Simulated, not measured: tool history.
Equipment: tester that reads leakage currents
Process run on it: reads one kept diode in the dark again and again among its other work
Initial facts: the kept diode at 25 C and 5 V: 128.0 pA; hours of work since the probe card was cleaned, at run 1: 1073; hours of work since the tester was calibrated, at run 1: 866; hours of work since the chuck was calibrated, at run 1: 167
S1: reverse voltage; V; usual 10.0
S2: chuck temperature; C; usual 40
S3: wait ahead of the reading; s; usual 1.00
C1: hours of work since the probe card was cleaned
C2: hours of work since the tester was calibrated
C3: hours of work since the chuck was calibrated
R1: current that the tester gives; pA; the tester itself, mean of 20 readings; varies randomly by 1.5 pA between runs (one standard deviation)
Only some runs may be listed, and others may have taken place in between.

run 1 hour=0.0 | S1=10.0 S2=40 S3=1.00 | C1=1073 C2=866 C3=167 | R1=512.80
run 2 hour=41.6 | S1=10.0 S2=40 S3=1.00 | C1=1095 C2=888 C3=190 | R1=511.05
run 3 hour=71.3 | S1=10.0 S2=40 S3=1.00 | C1=1111 C2=904 C3=206 | R1=512.60
run 4 hour=106.4 | S1=10.0 S2=40 S3=1.00 | C1=1130 C2=923 C3=225 | R1=514.98
run 5 hour=131.4 | S1=10.0 S2=40 S3=3.05 | C1=1144 C2=937 C3=238 | R1=511.02
run 6 hour=157.4 | S1=10.0 S2=40 S3=3.05 | C1=1158 C2=950 C3=252 | R1=509.23
run 7 hour=202.5 | S1=10.0 S2=40 S3=3.05 | C1=1182 C2=975 C3=276 | R1=510.56
run 8 hour=235.2 | S1=10.0 S2=32 S3=3.05 | C1=1200 C2=992 C3=294 | R1=297.42
run 9 hour=263.4 | S1=3.9 S2=40 S3=1.00 | C1=1215 C2=1008 C3=309 | R1=315.85
run 10 hour=283.4 | S1=1.0 S2=40 S3=1.00 | C1=1226 C2=1018 C3=320 | R1=157.30
run 11 hour=322.5 | S1=10.0 S2=40 S3=1.00 | C1=1247 C2=1040 C3=341 | R1=513.37
run 12 hour=346.7 | S1=10.0 S2=40 S3=1.00 | C1=1260 C2=1053 C3=354 | R1=512.57
run 13 hour=387.5 | S1=10.0 S2=40 S3=1.00 | C1=1282 C2=1075 C3=376 | R1=513.81
run 14 hour=409.0 | S1=10.0 S2=40 S3=1.00 | C1=1293 C2=1086 C3=388 | R1=514.22
run 15 hour=440.9 | S1=10.0 S2=40 S3=1.00 | C1=1311 C2=1103 C3=405 | R1=512.87
run 16 hour=473.8 | S1=10.0 S2=40 S3=1.00 | C1=1328 C2=1121 C3=423 | R1=508.89
run 17 hour=507.6 | S1=7.1 S2=40 S3=1.00 | C1=1347 C2=1139 C3=441 | R1=431.55
run 18 hour=544.5 | S1=10.0 S2=40 S3=1.00 | C1=1367 C2=1159 C3=461 | R1=514.62
run 19 hour=577.5 | S1=4.9 S2=59 S3=5.22 | C1=1384 C2=1177 C3=479 | R1=1138.53
run 20 hour=618.8 | S1=4.9 S2=59 S3=5.22 | C1=1407 C2=1199 C3=501 | R1=1142.55
run 21 hour=661.0 | S1=18.7 S2=56 S3=1.02 | C1=1429 C2=1222 C3=524 | R1=1906.11
run 22 hour=683.4 | S1=18.7 S2=56 S3=1.02 | C1=1441 C2=1234 C3=536 | R1=1900.01
run 23 hour=704.0 | S1=10.0 S2=31 S3=0.98 | C1=1453 C2=1245 C3=547 | R1=280.86
run 24 hour=737.2 | S1=3.9 S2=52 S3=7.69 | C1=1470 C2=1263 C3=565 | R1=670.57
run 25 hour=766.0 | S1=3.9 S2=20 S3=1.12 | C1=1486 C2=1279 C3=580 | R1=78.44
run 26 hour=792.7 | S1=3.9 S2=20 S3=1.12 | C1=1500 C2=1293 C3=595 | R1=78.35
run 27 hour=815.5 | S1=13.8 S2=32 S3=0.34 | C1=1513 C2=1305 C3=607 | R1=356.43
run 28 hour=845.3 | S1=1.6 S2=40 S3=9.70 | C1=1529 C2=1322 C3=623 | R1=200.69
run 29 hour=885.6 | S1=1.6 S2=40 S3=9.70 | C1=1551 C2=1343 C3=645 | R1=199.06
run 30 hour=929.3 | S1=10.0 S2=25 S3=0.46 | C1=1574 C2=1367 C3=668 | R1=185.42
run 31 hour=954.9 | S1=1.3 S2=37 S3=1.54 | C1=1588 C2=1381 C3=682 | R1=148.20
run 32 hour=974.9 | S1=2.0 S2=21 S3=0.32 | C1=1599 C2=1391 C3=693 | R1=60.80
run 33 hour=1000.9 | S1=10.0 S2=32 S3=3.77 | C1=1613 C2=1406 C3=707 | R1=299.85
-- hour=1026.8 probe card cleaned and baked
run 34 hour=1048.8 | S1=10.0 S2=48 S3=1.00 | C1=12 C2=1430 C3=731 | R1=850.55
run 35 hour=1079.5 | S1=2.7 S2=48 S3=1.00 | C1=28 C2=1446 C3=748 | R1=436.14

Below are 4 alternative next runs, each starting from the tool's condition after run 35. Predict each:
run A hour=1099.3 | S1=14.3 S2=40 S3=1.00 | C1=39 C2=1457 C3=759 | R1=?
run B hour=1099.3 | S1=2.7 S2=50 S3=1.32 | C1=39 C2=1457 C3=759 | R1=?
run C hour=1099.3 | S1=1.3 S2=59 S3=3.52 | C1=39 C2=1457 C3=759 | R1=?
run D hour=1099.3 | S1=7.6 S2=35 S3=0.96 | C1=39 C2=1457 C3=759 | R1=?

run=A R1=616.72
run=B R1=492.47
run=C R1=580.69
run=D R1=320.32
With no hidden state in the tool, these same runs would have given:
run=A R1=615.91
run=B R1=491.86
run=C R1=580.01
run=D R1=319.89

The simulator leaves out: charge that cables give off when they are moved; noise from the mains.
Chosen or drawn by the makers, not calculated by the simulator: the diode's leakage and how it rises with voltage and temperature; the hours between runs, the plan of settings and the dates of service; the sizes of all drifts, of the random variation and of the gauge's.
